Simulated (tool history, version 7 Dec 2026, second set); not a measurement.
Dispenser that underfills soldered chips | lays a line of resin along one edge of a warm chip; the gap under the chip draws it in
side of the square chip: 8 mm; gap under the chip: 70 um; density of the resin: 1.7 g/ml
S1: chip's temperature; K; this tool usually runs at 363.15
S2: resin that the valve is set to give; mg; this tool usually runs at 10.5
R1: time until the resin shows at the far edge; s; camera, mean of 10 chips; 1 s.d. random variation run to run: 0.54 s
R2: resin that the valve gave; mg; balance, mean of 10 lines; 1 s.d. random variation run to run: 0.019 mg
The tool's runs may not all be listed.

Run 1, hour 0.0: usual settings. Result: R1 50.9 s, R2 10.43 mg.
Run 2, hour 3.7: usual settings but S2 13.0 mg. Result: R1 55.4 s, R2 12.88 mg.
Run 3, hour 6.8: usual settings but S2 13.0 mg. Result: R1 63.0 s, R2 12.88 mg.
Run 4, hour 10.2: usual settings but S2 13.0 mg. Result: R1 68.1 s, R2 12.92 mg.
At hour 13.7: new syringe of resin.
Run 5, hour 15.0: usual settings but S2 13.0 mg. Result: R1 46.8 s, R2 12.86 mg.
Run 6, hour 18.1: usual settings but S2 13.0 mg. Result: R1 51.2 s, R2 12.86 mg.
Run 7, hour 21.7: usual settings but S2 13.0 mg. Result: R1 59.5 s, R2 12.86 mg.
Run 8, hour 25.4: usual settings but S2 13.0 mg. Result: R1 65.9 s, R2 12.79 mg.
At hour 29.1: dispensing valve cleaned and set on the balance.
At hour 30.9: new syringe of resin.
Run 9, hour 31.2: usual settings but S1 355.15 K, S2 12.3 mg. Result: R1 67.0 s, R2 12.28 mg.
Run 10, hour 33.7: usual settings but S1 352.15 K, S2 13.1 mg. Result: R1 83.4 s, R2 13.08 mg.
Run 11, hour 38.2: usual settings but S2 10.8 mg. Result: R1 59.2 s, R2 10.76 mg.
Run 12, hour 40.3: usual settings but S2 10.8 mg. Result: R1 63.2 s, R2 10.77 mg.
Run 13, hour 42.9: usual settings but S1 376.15 K, S2 9.4 mg. Result: R1 40.8 s, R2 9.36 mg.
Run 14, hour 46.5: usual settings but S1 352.15 K, S2 9.7 mg. Result: R1 130.9 s, R2 9.62 mg.
At hour 47.1: new syringe of resin.
Run 15, hour 51.1: usual settings but S1 352.15 K, S2 9.7 mg. Result: R1 89.4 s, R2 9.64 mg.

Alternative continuations, all from the tool just after run 15; predict every row:
Run A, hour 54.6: usual settings but S1 355.15 K, S2 11.1 mg. Result: R1 ?, R2 ?.
Run B, hour 54.6: usual settings but S1 354.15 K, S2 12.0 mg. Result: R1 ?, R2 ?.
Run C, hour 54.6: usual settings but S1 376.15 K, S2 9.6 mg. Result: R1 ?, R2 ?.
Run D, hour 54.6: usual settings but S2 9.7 mg. Result: R1 ?, R2 ?.

run    R1     R2
  A  82.3  11.00
  B  85.9  11.93
  C  34.3   9.53
  D  59.3   9.60
Had the tool no hidden state, the same runs would have come out as:
run    R1     R2
  A  63.4  11.10
  B  66.3  12.03
  C  26.5   9.61
  D  45.7   9.69
